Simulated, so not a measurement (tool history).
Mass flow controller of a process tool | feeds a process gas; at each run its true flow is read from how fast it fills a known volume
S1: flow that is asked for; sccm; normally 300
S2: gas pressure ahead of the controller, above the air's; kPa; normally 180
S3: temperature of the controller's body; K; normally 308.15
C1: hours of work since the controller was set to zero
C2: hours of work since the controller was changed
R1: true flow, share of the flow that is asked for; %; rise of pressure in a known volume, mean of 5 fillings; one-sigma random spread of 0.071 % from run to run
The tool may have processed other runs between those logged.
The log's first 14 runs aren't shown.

run 15 day=34.971 | S1=300 S2=254 S3=308.15 | C1=1191 C2=1191 | R1=100.44
run 16 day=37.896 | S1=300 S2=254 S3=308.15 | C1=1219 C2=1219 | R1=100.47
run 17 day=39.504 | S1=300 S2=254 S3=308.15 | C1=1235 C2=1235 | R1=100.5
run 18 day=41.021 | S1=300 S2=263 S3=308.15 | C1=1250 C2=1250 | R1=100.46
run 19 day=44.108 | S1=300 S2=263 S3=308.15 | C1=1280 C2=1280 | R1=100.5
run 20 day=46.525 | S1=300 S2=180 S3=308.15 | C1=1304 C2=1304 | R1=100.91
run 21 day=49.567 | S1=300 S2=180 S3=308.15 | C1=1333 C2=1333 | R1=100.92
run 22 day=51.708 | S1=174 S2=180 S3=308.15 | C1=1354 C2=1354 | R1=100.56
run 23 day=54.65 | S1=174 S2=180 S3=308.15 | C1=1383 C2=1383 | R1=100.64
run 24 day=57.804 | S1=300 S2=180 S3=296.15 | C1=1414 C2=1414 | R1=100.13

The next listed run, before its measurement:
run 25 day=59.521 | S1=300 S2=189 S3=298.15 | C1=1431 C2=1431 | R1=?

{"run 25": {"R1": 100.24}}
With no hidden state in the tool, this same run would have given R1 99.17 %.
